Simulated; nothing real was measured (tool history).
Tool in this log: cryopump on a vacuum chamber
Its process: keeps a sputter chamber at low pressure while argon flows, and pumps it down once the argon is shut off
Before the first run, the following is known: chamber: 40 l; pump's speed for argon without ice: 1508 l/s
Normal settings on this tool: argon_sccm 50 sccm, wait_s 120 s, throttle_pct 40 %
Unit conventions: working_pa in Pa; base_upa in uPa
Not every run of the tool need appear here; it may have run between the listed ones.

Run 1, hour 0: usual settings. Result: working_pa 0.1464 Pa, base_upa 1.34 uPa.
Run 2, hour 61.7: usual settings. Result: working_pa 0.1484 Pa, base_upa 1.36 uPa.
Run 3, hour 117.5: usual settings. Result: working_pa 0.1478 Pa, base_upa 1.31 uPa.
Run 4, hour 238.9: usual settings but wait_s 43 s. Result: working_pa 0.1501 Pa, base_upa 2.68 uPa.
Run 5, hour 311: usual settings but wait_s 43 s. Result: working_pa 0.1513 Pa, base_upa 2.82 uPa.
Run 6, hour 429.8: usual settings. Result: working_pa 0.1544 Pa, base_upa 1.47 uPa.
Run 7, hour 526.7: usual settings. Result: working_pa 0.1553 Pa, base_upa 1.43 uPa.
Run 8, hour 618.6: usual settings but wait_s 31 s. Result: working_pa 0.1567 Pa, base_upa 3.66 uPa.
Run 9, hour 741.5: usual settings but wait_s 31 s. Result: working_pa 0.1588 Pa, base_upa 3.68 uPa.
Run 10, hour 808.5: usual settings but argon_sccm 43 sccm, wait_s 225 s. Result: working_pa 0.1361 Pa, base_upa 1.17 uPa.
Run 11, hour 877: usual settings but argon_sccm 43 sccm, wait_s 99 s, throttle_pct 58 %. Result: working_pa 0.1014 Pa, base_upa 1.7 uPa.
Run 12, hour 964.3: usual settings but argon_sccm 43 sccm, wait_s 99 s, throttle_pct 33 %. Result: working_pa 0.1644 Pa, base_upa 1.7 uPa.
Run 13, hour 1056.2: usual settings but argon_sccm 43 sccm, wait_s 269 s, throttle_pct 18 %. Result: working_pa 0.2876 Pa, base_upa 1.18 uPa.
At hour 1087: pump warmed up, emptied and cooled again.
Run 14, hour 1116.1: usual settings but argon_sccm 43 sccm, wait_s 27 s, throttle_pct 27 %. Result: working_pa 0.1802 Pa, base_upa 4.03 uPa.

Run 15, settings as shown, results not yet in. Your forecast:
At hour 1213.6: leaking fittings of the chamber tightened, without venting.
Run 15, hour 1214.2: usual settings but argon_sccm 43 sccm, wait_s 27 s, throttle_pct 27 %. Result: working_pa ?, base_upa ?.

Run 15 gave working_pa 0.1812 Pa, base_upa 3.65 uPa.
With the hidden condition absent and the run-to-run variation left alone, this run would have shown working_pa 0.1792 Pa, base_upa 3.63 uPa.
